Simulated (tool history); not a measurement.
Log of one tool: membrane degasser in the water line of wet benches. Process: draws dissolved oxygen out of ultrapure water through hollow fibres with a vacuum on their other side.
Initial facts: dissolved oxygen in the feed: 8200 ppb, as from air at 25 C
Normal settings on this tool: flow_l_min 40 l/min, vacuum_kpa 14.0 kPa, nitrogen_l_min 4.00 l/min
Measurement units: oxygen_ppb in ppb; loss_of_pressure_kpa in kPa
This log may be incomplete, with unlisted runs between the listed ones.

{"run": 1, "hour": 0.0, "flow_l_min": 40, "vacuum_kpa": 14.0, "nitrogen_l_min": 4.0, "oxygen_ppb": 259.3, "loss_of_pressure_kpa": 51.75}
{"run": 2, "hour": 50.5, "flow_l_min": 40, "vacuum_kpa": 14.0, "nitrogen_l_min": 4.0, "oxygen_ppb": 258.8, "loss_of_pressure_kpa": 51.56}
{"run": 3, "hour": 115.9, "flow_l_min": 55, "vacuum_kpa": 14.0, "nitrogen_l_min": 4.0, "oxygen_ppb": 354.7, "loss_of_pressure_kpa": 71.64}
{"run": 4, "hour": 182.6, "flow_l_min": 40, "vacuum_kpa": 14.0, "nitrogen_l_min": 4.0, "oxygen_ppb": 258.7, "loss_of_pressure_kpa": 51.88}
{"run": 5, "hour": 263.0, "flow_l_min": 40, "vacuum_kpa": 14.0, "nitrogen_l_min": 4.0, "oxygen_ppb": 258.8, "loss_of_pressure_kpa": 51.5}
{"run": 6, "hour": 352.2, "flow_l_min": 40, "vacuum_kpa": 34.6, "nitrogen_l_min": 4.0, "oxygen_ppb": 694.3, "loss_of_pressure_kpa": 51.63}
{"run": 7, "hour": 466.3, "flow_l_min": 61, "vacuum_kpa": 14.0, "nitrogen_l_min": 4.0, "oxygen_ppb": 394.1, "loss_of_pressure_kpa": 79.03}
{"run": 8, "hour": 527.3, "flow_l_min": 40, "vacuum_kpa": 14.0, "nitrogen_l_min": 4.0, "oxygen_ppb": 260.4, "loss_of_pressure_kpa": 51.68}
{"run": 9, "hour": 629.7, "flow_l_min": 40, "vacuum_kpa": 14.0, "nitrogen_l_min": 4.0, "oxygen_ppb": 260.5, "loss_of_pressure_kpa": 52.05}
{"hour": 705.7, "done": "vacuum gauge calibrated"}
{"run": 10, "hour": 736.6, "flow_l_min": 40, "vacuum_kpa": 14.0, "nitrogen_l_min": 4.0, "oxygen_ppb": 254.7, "loss_of_pressure_kpa": 51.84}
{"run": 11, "hour": 840.9, "flow_l_min": 40, "vacuum_kpa": 14.0, "nitrogen_l_min": 4.0, "oxygen_ppb": 254.4, "loss_of_pressure_kpa": 52.01}
{"run": 12, "hour": 914.3, "flow_l_min": 40, "vacuum_kpa": 14.0, "nitrogen_l_min": 4.0, "oxygen_ppb": 255.2, "loss_of_pressure_kpa": 51.21}
{"run": 13, "hour": 1004.1, "flow_l_min": 40, "vacuum_kpa": 31.3, "nitrogen_l_min": 4.0, "oxygen_ppb": 623.7, "loss_of_pressure_kpa": 51.91}
{"run": 14, "hour": 1100.2, "flow_l_min": 42, "vacuum_kpa": 14.0, "nitrogen_l_min": 4.0, "oxygen_ppb": 267.7, "loss_of_pressure_kpa": 54.76}
{"run": 15, "hour": 1160.9, "flow_l_min": 42, "vacuum_kpa": 14.0, "nitrogen_l_min": 4.0, "oxygen_ppb": 267.2, "loss_of_pressure_kpa": 54.81}
{"run": 16, "hour": 1254.0, "flow_l_min": 37, "vacuum_kpa": 14.0, "nitrogen_l_min": 4.0, "oxygen_ppb": 236.5, "loss_of_pressure_kpa": 48.35}
{"run": 17, "hour": 1325.6, "flow_l_min": 29, "vacuum_kpa": 14.0, "nitrogen_l_min": 4.0, "oxygen_ppb": 186.5, "loss_of_pressure_kpa": 37.73}
{"run": 18, "hour": 1395.6, "flow_l_min": 27, "vacuum_kpa": 19.8, "nitrogen_l_min": 2.36, "oxygen_ppb": 425.9, "loss_of_pressure_kpa": 35.48}
{"run": 19, "hour": 1455.9, "flow_l_min": 28, "vacuum_kpa": 25.8, "nitrogen_l_min": 5.29, "oxygen_ppb": 283.5, "loss_of_pressure_kpa": 36.46}
{"run": 20, "hour": 1503.0, "flow_l_min": 61, "vacuum_kpa": 26.9, "nitrogen_l_min": 4.0, "oxygen_ppb": 782.8, "loss_of_pressure_kpa": 79.82}
{"run": 21, "hour": 1608.5, "flow_l_min": 61, "vacuum_kpa": 26.9, "nitrogen_l_min": 4.0, "oxygen_ppb": 781.2, "loss_of_pressure_kpa": 79.53}
{"run": 22, "hour": 1656.1, "flow_l_min": 42, "vacuum_kpa": 26.9, "nitrogen_l_min": 6.7, "oxygen_ppb": 353.1, "loss_of_pressure_kpa": 54.94}
{"run": 23, "hour": 1740.6, "flow_l_min": 24, "vacuum_kpa": 26.9, "nitrogen_l_min": 6.7, "oxygen_ppb": 205.7, "loss_of_pressure_kpa": 31.52}
{"run": 24, "hour": 1826.6, "flow_l_min": 24, "vacuum_kpa": 26.9, "nitrogen_l_min": 6.7, "oxygen_ppb": 204.8, "loss_of_pressure_kpa": 31.35}
{"run": 25, "hour": 1873.9, "flow_l_min": 24, "vacuum_kpa": 26.9, "nitrogen_l_min": 6.7, "oxygen_ppb": 206.2, "loss_of_pressure_kpa": 31.41}
{"run": 26, "hour": 1940.2, "flow_l_min": 24, "vacuum_kpa": 26.9, "nitrogen_l_min": 6.7, "oxygen_ppb": 205.6, "loss_of_pressure_kpa": 31.25}
{"run": 27, "hour": 2013.9, "flow_l_min": 24, "vacuum_kpa": 26.9, "nitrogen_l_min": 6.7, "oxygen_ppb": 205.5, "loss_of_pressure_kpa": 31.35}
{"run": 28, "hour": 2107.0, "flow_l_min": 33, "vacuum_kpa": 10.3, "nitrogen_l_min": 9.86, "oxygen_ppb": 62.3, "loss_of_pressure_kpa": 42.74}
{"run": 29, "hour": 2170.7, "flow_l_min": 32, "vacuum_kpa": 21.2, "nitrogen_l_min": 4.0, "oxygen_ppb": 336.2, "loss_of_pressure_kpa": 41.91}
{"run": 30, "hour": 2268.3, "flow_l_min": 31, "vacuum_kpa": 10.9, "nitrogen_l_min": 3.28, "oxygen_ppb": 174.1, "loss_of_pressure_kpa": 40.99}
{"run": 31, "hour": 2354.6, "flow_l_min": 31, "vacuum_kpa": 10.9, "nitrogen_l_min": 3.28, "oxygen_ppb": 173.6, "loss_of_pressure_kpa": 40.2}

Each row is a separate what-if for the run after 31, all from the same tool condition, not one after another. Results?
{"run": "A", "hour": 2403.8, "flow_l_min": 48, "vacuum_kpa": 23.3, "nitrogen_l_min": 3.28, "oxygen_ppb": "?", "loss_of_pressure_kpa": "?"}
{"run": "B", "hour": 2403.8, "flow_l_min": 42, "vacuum_kpa": 23.6, "nitrogen_l_min": 3.28, "oxygen_ppb": "?", "loss_of_pressure_kpa": "?"}
{"run": "C", "hour": 2403.8, "flow_l_min": 40, "vacuum_kpa": 23.2, "nitrogen_l_min": 8.39, "oxygen_ppb": "?", "loss_of_pressure_kpa": "?"}

run=A oxygen_ppb=644.6 loss_of_pressure_kpa=62.67
run=B oxygen_ppb=578.9 loss_of_pressure_kpa=55.01
run=C oxygen_ppb=234.9 loss_of_pressure_kpa=52.29
Stripped of hidden state, with their random variation kept, the same runs would have yielded:
run=A oxygen_ppb=639.2 loss_of_pressure_kpa=60.32
run=B oxygen_ppb=574.4 loss_of_pressure_kpa=52.94
run=C oxygen_ppb=231.9 loss_of_pressure_kpa=50.32
